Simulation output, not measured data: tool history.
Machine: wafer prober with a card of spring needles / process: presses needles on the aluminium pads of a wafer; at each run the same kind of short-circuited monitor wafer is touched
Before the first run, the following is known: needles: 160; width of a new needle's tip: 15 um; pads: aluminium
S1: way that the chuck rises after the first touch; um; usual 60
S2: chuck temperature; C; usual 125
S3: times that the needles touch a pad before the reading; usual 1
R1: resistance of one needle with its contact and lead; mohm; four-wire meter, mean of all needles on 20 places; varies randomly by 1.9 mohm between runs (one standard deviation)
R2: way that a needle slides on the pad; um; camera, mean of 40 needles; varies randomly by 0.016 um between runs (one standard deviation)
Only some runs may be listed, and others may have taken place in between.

{"run": 1, "hour": 0.0, "S1": 60, "S2": 125, "S3": 1, "R1": 238, "R2": 9.92}
{"hour": 5.4, "done": "tips cleaned on abrasive film"}
{"hour": 12.5, "done": "tips cleaned on abrasive film"}
{"hour": 19.6, "done": "tips cleaned on abrasive film"}
{"hour": 26.7, "done": "tips cleaned on abrasive film"}
{"hour": 33.8, "done": "tips cleaned on abrasive film"}
{"run": 2, "hour": 38.3, "S1": 60, "S2": 125, "S3": 1, "R1": 261, "R2": 9.87}
{"hour": 41.9, "done": "tips cleaned on abrasive film"}
{"hour": 53.9, "done": "card fitted with new needles"}
{"hour": 61.0, "done": "tips cleaned on abrasive film"}
{"hour": 69.9, "done": "tips cleaned on abrasive film"}
{"hour": 77.0, "done": "tips cleaned on abrasive film"}
{"hour": 85.9, "done": "tips cleaned on abrasive film"}
{"hour": 93.0, "done": "tips cleaned on abrasive film"}
{"run": 3, "hour": 95.3, "S1": 60, "S2": 125, "S3": 1, "R1": 223, "R2": 9.98}
{"hour": 100.7, "done": "tips cleaned on abrasive film"}
{"hour": 107.8, "done": "tips cleaned on abrasive film"}
{"hour": 116.7, "done": "tips cleaned on abrasive film"}
{"run": 4, "hour": 117.1, "S1": 60, "S2": 125, "S3": 1, "R1": 208, "R2": 9.97}
{"hour": 124.2, "done": "tips cleaned on abrasive film"}
{"hour": 131.3, "done": "tips cleaned on abrasive film"}
{"hour": 140.2, "done": "tips cleaned on abrasive film"}
{"hour": 149.1, "done": "tips cleaned on abrasive film"}
{"hour": 156.2, "done": "tips cleaned on abrasive film"}
{"run": 5, "hour": 156.6, "S1": 60, "S2": 63, "S3": 1, "R1": 193, "R2": 9.94}
{"hour": 163.8, "done": "tips cleaned on abrasive film"}
{"hour": 170.9, "done": "tips cleaned on abrasive film"}
{"hour": 179.7, "done": "tips cleaned on abrasive film"}
{"run": 6, "hour": 183.1, "S1": 60, "S2": 125, "S3": 1, "R1": 233, "R2": 9.88}
{"hour": 188.5, "done": "tips cleaned on abrasive film"}
{"hour": 195.6, "done": "tips cleaned on abrasive film"}
{"hour": 202.7, "done": "tips cleaned on abrasive film"}
{"hour": 211.6, "done": "tips cleaned on abrasive film"}
{"hour": 218.7, "done": "tips cleaned on abrasive film"}
{"run": 7, "hour": 222.6, "S1": 60, "S2": 41, "S3": 1, "R1": 220, "R2": 9.85}
{"hour": 226.2, "done": "tips cleaned on abrasive film"}
{"hour": 235.1, "done": "tips cleaned on abrasive film"}
{"hour": 243.9, "done": "tips cleaned on abrasive film"}
{"hour": 247.7, "done": "height of the first contact set anew"}
{"hour": 253.1, "done": "tips cleaned on abrasive film"}
{"run": 8, "hour": 255.9, "S1": 60, "S2": 125, "S3": 1, "R1": 229, "R2": 9.98}
{"hour": 261.3, "done": "tips cleaned on abrasive film"}
{"hour": 268.4, "done": "tips cleaned on abrasive film"}
{"hour": 275.5, "done": "tips cleaned on abrasive film"}
{"hour": 282.6, "done": "tips cleaned on abrasive film"}
{"hour": 291.5, "done": "tips cleaned on abrasive film"}
{"hour": 299.4, "done": "tips cleaned on abrasive film"}
{"run": 9, "hour": 299.4, "S1": 60, "S2": 125, "S3": 1, "R1": 205, "R2": 9.97}
{"hour": 306.5, "done": "tips cleaned on abrasive film"}
{"hour": 315.4, "done": "tips cleaned on abrasive film"}
{"hour": 322.5, "done": "tips cleaned on abrasive film"}
{"run": 10, "hour": 325.3, "S1": 75, "S2": 125, "S3": 1, "R1": 218, "R2": 12.44}
{"hour": 330.7, "done": "tips cleaned on abrasive film"}
{"hour": 337.8, "done": "tips cleaned on abrasive film"}
{"hour": 346.7, "done": "tips cleaned on abrasive film"}
{"hour": 353.8, "done": "tips cleaned on abrasive film"}
{"run": 11, "hour": 354.6, "S1": 60, "S2": 125, "S3": 1, "R1": 210, "R2": 9.92}
{"hour": 361.7, "done": "tips cleaned on abrasive film"}
{"hour": 368.8, "done": "tips cleaned on abrasive film"}
{"hour": 377.7, "done": "tips cleaned on abrasive film"}
{"hour": 386.6, "done": "tips cleaned on abrasive film"}
{"hour": 393.7, "done": "tips cleaned on abrasive film"}
{"run": 12, "hour": 397.3, "S1": 60, "S2": 125, "S3": 1, "R1": 234, "R2": 9.9}
{"hour": 400.9, "done": "tips cleaned on abrasive film"}
{"hour": 409.8, "done": "tips cleaned on abrasive film"}
{"hour": 416.9, "done": "tips cleaned on abrasive film"}
{"hour": 425.8, "done": "tips cleaned on abrasive film"}
{"run": 13, "hour": 430.6, "S1": 72, "S2": 60, "S3": 2, "R1": 203, "R2": 11.87}

Estimate the outcome of run 14 from the log above:
{"hour": 434.2, "done": "tips cleaned on abrasive film"}
{"hour": 441.3, "done": "tips cleaned on abrasive film"}
{"hour": 441.6, "done": "height of the first contact set anew"}
{"hour": 450.5, "done": "tips cleaned on abrasive film"}
{"hour": 457.6, "done": "tips cleaned on abrasive film"}
{"hour": 464.7, "done": "tips cleaned on abrasive film"}
{"run": 14, "hour": 464.8, "S1": 77, "S2": 27, "S3": 1, "R1": "?", "R2": "?"}

R1: 181 mohm
R2: 12.85 um
Had the tool carried no hidden state, the very same run would have given R1 176 mohm, R2 12.87 um.

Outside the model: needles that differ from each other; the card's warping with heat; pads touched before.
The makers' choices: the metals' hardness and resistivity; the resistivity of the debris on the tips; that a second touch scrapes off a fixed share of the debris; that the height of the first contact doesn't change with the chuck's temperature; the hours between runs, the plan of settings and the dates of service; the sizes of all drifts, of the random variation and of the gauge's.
